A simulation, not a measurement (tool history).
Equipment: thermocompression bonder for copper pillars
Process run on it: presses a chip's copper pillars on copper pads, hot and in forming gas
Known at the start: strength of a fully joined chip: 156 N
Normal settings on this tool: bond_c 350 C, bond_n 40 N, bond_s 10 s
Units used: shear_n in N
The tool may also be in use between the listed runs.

run 1 hour=0.0 | bond_c=350 bond_n=40 bond_s=10 | shear_n=77.9
run 2 hour=16.5 | bond_c=350 bond_n=40 bond_s=10 | shear_n=77.0
run 3 hour=41.4 | bond_c=350 bond_n=40 bond_s=10 | shear_n=75.6
run 4 hour=55.9 | bond_c=350 bond_n=40 bond_s=10 | shear_n=75.4
-- hour=69.1 forming gas filter changed
run 5 hour=84.1 | bond_c=350 bond_n=60 bond_s=10 | shear_n=95.0
run 6 hour=105.1 | bond_c=350 bond_n=60 bond_s=10 | shear_n=92.8
run 7 hour=125.6 | bond_c=350 bond_n=60 bond_s=8 | shear_n=85.7
run 8 hour=140.5 | bond_c=350 bond_n=60 bond_s=8 | shear_n=86.3
run 9 hour=162.2 | bond_c=350 bond_n=60 bond_s=8 | shear_n=86.4
run 10 hour=190.1 | bond_c=350 bond_n=49 bond_s=10 | shear_n=82.8
-- hour=206.4 forming gas filter changed
run 11 hour=207.9 | bond_c=350 bond_n=49 bond_s=10 | shear_n=89.9
run 12 hour=235.5 | bond_c=350 bond_n=49 bond_s=10 | shear_n=88.4
run 13 hour=257.4 | bond_c=350 bond_n=49 bond_s=10 | shear_n=87.0
run 14 hour=274.2 | bond_c=350 bond_n=40 bond_s=10 | shear_n=79.1
run 15 hour=297.7 | bond_c=350 bond_n=40 bond_s=10 | shear_n=77.9
run 16 hour=313.2 | bond_c=350 bond_n=40 bond_s=10 | shear_n=77.2
run 17 hour=330.6 | bond_c=350 bond_n=40 bond_s=10 | shear_n=76.5
-- hour=345.4 forming gas filter changed
run 18 hour=355.8 | bond_c=351 bond_n=37 bond_s=10 | shear_n=80.6
run 19 hour=382.7 | bond_c=369 bond_n=34 bond_s=8 | shear_n=84.9
run 20 hour=404.3 | bond_c=369 bond_n=34 bond_s=8 | shear_n=82.8
run 21 hour=430.1 | bond_c=369 bond_n=58 bond_s=23 | shear_n=126.7
run 22 hour=446.5 | bond_c=369 bond_n=58 bond_s=23 | shear_n=126.8
run 23 hour=466.0 | bond_c=369 bond_n=58 bond_s=23 | shear_n=124.2
run 24 hour=477.4 | bond_c=350 bond_n=51 bond_s=8 | shear_n=80.9
-- hour=484.3 forming gas filter changed
run 25 hour=490.0 | bond_c=350 bond_n=51 bond_s=8 | shear_n=86.8
run 26 hour=507.5 | bond_c=350 bond_n=51 bond_s=8 | shear_n=84.5
run 27 hour=524.2 | bond_c=377 bond_n=40 bond_s=7 | shear_n=93.1
run 28 hour=541.5 | bond_c=377 bond_n=48 bond_s=7 | shear_n=100.2
run 29 hour=564.1 | bond_c=377 bond_n=48 bond_s=7 | shear_n=96.6
run 30 hour=582.7 | bond_c=377 bond_n=48 bond_s=7 | shear_n=97.3
run 31 hour=608.7 | bond_c=360 bond_n=59 bond_s=7 | shear_n=90.8
-- hour=621.9 forming gas filter changed
run 32 hour=626.2 | bond_c=347 bond_n=59 bond_s=7 | shear_n=87.1
run 33 hour=647.6 | bond_c=327 bond_n=49 bond_s=10 | shear_n=71.4
-- hour=658.0 heater calibrated with a thermocouple chip
run 34 hour=668.5 | bond_c=320 bond_n=58 bond_s=10 | shear_n=60.5

Here are 5 independent what-if runs from the current tool condition. What would each one return?
run A hour=680.9 | bond_c=350 bond_n=44 bond_s=23 | shear_n=?
run B hour=680.9 | bond_c=353 bond_n=44 bond_s=10 | shear_n=?
run C hour=680.9 | bond_c=335 bond_n=51 bond_s=13 | shear_n=?
run D hour=680.9 | bond_c=350 bond_n=42 bond_s=10 | shear_n=?
run E hour=680.9 | bond_c=378 bond_n=40 bond_s=5 | shear_n=?

run=A shear_n=99.3
run=B shear_n=77.3
run=C shear_n=73.6
run=D shear_n=73.1
run=E shear_n=75.7
The same runs, with their run-to-run variation unchanged, on a tool lacking any hidden condition would have given:
run=A shear_n=101.8
run=B shear_n=79.2
run=C shear_n=75.4
run=D shear_n=74.8
run=E shear_n=77.5

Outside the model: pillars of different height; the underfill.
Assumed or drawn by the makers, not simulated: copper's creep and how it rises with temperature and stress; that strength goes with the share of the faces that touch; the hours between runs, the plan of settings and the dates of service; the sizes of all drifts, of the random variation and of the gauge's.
